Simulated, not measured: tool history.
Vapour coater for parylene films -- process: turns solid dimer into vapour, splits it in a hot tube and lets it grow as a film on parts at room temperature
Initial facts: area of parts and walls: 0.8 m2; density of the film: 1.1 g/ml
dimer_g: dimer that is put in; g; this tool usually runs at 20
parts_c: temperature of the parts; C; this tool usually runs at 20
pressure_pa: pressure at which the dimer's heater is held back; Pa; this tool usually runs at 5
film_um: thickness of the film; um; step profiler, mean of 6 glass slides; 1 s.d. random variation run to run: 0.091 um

{"run": 1, "day": 0.0, "dimer_g": 20, "parts_c": 20, "pressure_pa": 5, "film_um": 11.1}
{"run": 2, "day": 1.4, "dimer_g": 20, "parts_c": 20, "pressure_pa": 5, "film_um": 11.1}
{"run": 3, "day": 2.654, "dimer_g": 20, "parts_c": 20, "pressure_pa": 5, "film_um": 11.05}
{"run": 4, "day": 3.542, "dimer_g": 20, "parts_c": 31, "pressure_pa": 5, "film_um": 6.85}
{"run": 5, "day": 4.504, "dimer_g": 20, "parts_c": 31, "pressure_pa": 5, "film_um": 6.72}
{"run": 6, "day": 5.317, "dimer_g": 20, "parts_c": 31, "pressure_pa": 5, "film_um": 6.82}
{"run": 7, "day": 6.229, "dimer_g": 20, "parts_c": 31, "pressure_pa": 5, "film_um": 6.9}
{"run": 8, "day": 7.554, "dimer_g": 19, "parts_c": 20, "pressure_pa": 5, "film_um": 10.45}
{"run": 9, "day": 8.525, "dimer_g": 19, "parts_c": 20, "pressure_pa": 5, "film_um": 10.38}
{"run": 10, "day": 9.496, "dimer_g": 20, "parts_c": 20, "pressure_pa": 5, "film_um": 11.08}
{"run": 11, "day": 10.375, "dimer_g": 20, "parts_c": 31, "pressure_pa": 5, "film_um": 6.82}
{"run": 12, "day": 11.562, "dimer_g": 20, "parts_c": 20, "pressure_pa": 5, "film_um": 11.09}
{"run": 13, "day": 12.192, "dimer_g": 20, "parts_c": 20, "pressure_pa": 5, "film_um": 10.91}
{"day": 12.904, "done": "trap's valve overhauled"}
{"run": 14, "day": 13.05, "dimer_g": 20, "parts_c": 20, "pressure_pa": 5, "film_um": 10.92}
{"run": 15, "day": 14.329, "dimer_g": 20, "parts_c": 20, "pressure_pa": 5, "film_um": 10.79}
{"run": 16, "day": 15.688, "dimer_g": 20, "parts_c": 20, "pressure_pa": 5, "film_um": 11.11}
{"run": 17, "day": 16.629, "dimer_g": 20, "parts_c": 20, "pressure_pa": 5, "film_um": 11.19}
{"run": 18, "day": 17.517, "dimer_g": 20, "parts_c": 20, "pressure_pa": 5, "film_um": 11.11}
{"run": 19, "day": 18.417, "dimer_g": 20, "parts_c": 20, "pressure_pa": 5, "film_um": 11.02}
{"run": 20, "day": 19.121, "dimer_g": 20, "parts_c": 20, "pressure_pa": 5, "film_um": 10.94}
{"run": 21, "day": 20.512, "dimer_g": 20, "parts_c": 20, "pressure_pa": 5, "film_um": 11}
{"run": 22, "day": 21.162, "dimer_g": 20, "parts_c": 20, "pressure_pa": 2.27, "film_um": 12.8}
{"run": 23, "day": 21.758, "dimer_g": 20, "parts_c": 20, "pressure_pa": 6.26, "film_um": 10.71}
{"run": 24, "day": 22.817, "dimer_g": 20, "parts_c": 32, "pressure_pa": 6.26, "film_um": 6.34}
{"run": 25, "day": 23.912, "dimer_g": 20, "parts_c": 13, "pressure_pa": 4.15, "film_um": 15.19}
{"run": 26, "day": 24.542, "dimer_g": 16, "parts_c": 20, "pressure_pa": 5.29, "film_um": 8.69}
{"run": 27, "day": 25.458, "dimer_g": 19, "parts_c": 26, "pressure_pa": 2.25, "film_um": 9.38}
{"run": 28, "day": 26.654, "dimer_g": 19, "parts_c": 26, "pressure_pa": 2.25, "film_um": 9.09}
{"run": 29, "day": 27.992, "dimer_g": 19, "parts_c": 26, "pressure_pa": 2.25, "film_um": 9.29}
{"run": 30, "day": 28.983, "dimer_g": 17, "parts_c": 15, "pressure_pa": 4.76, "film_um": 11.89}
{"run": 31, "day": 30.221, "dimer_g": 17, "parts_c": 15, "pressure_pa": 4.76, "film_um": 11.82}
{"run": 32, "day": 31.129, "dimer_g": 17, "parts_c": 15, "pressure_pa": 4.76, "film_um": 11.58}
{"run": 33, "day": 32.425, "dimer_g": 12, "parts_c": 15, "pressure_pa": 6.75, "film_um": 7.71}
{"run": 34, "day": 33.325, "dimer_g": 34, "parts_c": 12, "pressure_pa": 7.27, "film_um": 24.9}
{"run": 35, "day": 34.029, "dimer_g": 14, "parts_c": 13, "pressure_pa": 5.42, "film_um": 10.19}
{"run": 36, "day": 34.729, "dimer_g": 14, "parts_c": 13, "pressure_pa": 5.42, "film_um": 10.43}
{"run": 37, "day": 35.542, "dimer_g": 29, "parts_c": 20, "pressure_pa": 5, "film_um": 15.82}
{"run": 38, "day": 36.892, "dimer_g": 29, "parts_c": 20, "pressure_pa": 5, "film_um": 16.1}
{"run": 39, "day": 37.608, "dimer_g": 20, "parts_c": 20, "pressure_pa": 10.89, "film_um": 9.6}
{"run": 40, "day": 38.321, "dimer_g": 20, "parts_c": 20, "pressure_pa": 8.69, "film_um": 9.94}
{"run": 41, "day": 39.475, "dimer_g": 20, "parts_c": 20, "pressure_pa": 8.69, "film_um": 10.07}
{"run": 42, "day": 40.725, "dimer_g": 20, "parts_c": 20, "pressure_pa": 8.69, "film_um": 10.07}
{"run": 43, "day": 41.638, "dimer_g": 20, "parts_c": 20, "pressure_pa": 5, "film_um": 11.05}
{"run": 44, "day": 42.879, "dimer_g": 20, "parts_c": 20, "pressure_pa": 5, "film_um": 11.07}
{"run": 45, "day": 43.475, "dimer_g": 24, "parts_c": 24, "pressure_pa": 4.21, "film_um": 11.28}
{"day": 44.067, "done": "trap's valve overhauled"}
{"run": 46, "day": 44.7, "dimer_g": 24, "parts_c": 24, "pressure_pa": 4.21, "film_um": 11.5}
{"run": 47, "day": 45.975, "dimer_g": 26, "parts_c": 14, "pressure_pa": 8.59, "film_um": 16.88}

Predict each of these 4 candidate next runs independently; none follows another, all start after run 47:
{"run": "A", "day": 47.371, "dimer_g": 30, "parts_c": 22, "pressure_pa": 10.41, "film_um": "?"}
{"run": "B", "day": 47.371, "dimer_g": 36, "parts_c": 13, "pressure_pa": 8.87, "film_um": "?"}
{"run": "C", "day": 47.371, "dimer_g": 20, "parts_c": 20, "pressure_pa": 8.04, "film_um": "?"}
{"run": "D", "day": 47.371, "dimer_g": 20, "parts_c": 18, "pressure_pa": 6.33, "film_um": "?"}

run=A film_um=13.26
run=B film_um=24.29
run=C film_um=10.1
run=D film_um=11.57
Had the tool no hidden state, the same runs would have come out as:
run=A film_um=13.27
run=B film_um=24.32
run=C film_um=10.12
run=D film_um=11.59

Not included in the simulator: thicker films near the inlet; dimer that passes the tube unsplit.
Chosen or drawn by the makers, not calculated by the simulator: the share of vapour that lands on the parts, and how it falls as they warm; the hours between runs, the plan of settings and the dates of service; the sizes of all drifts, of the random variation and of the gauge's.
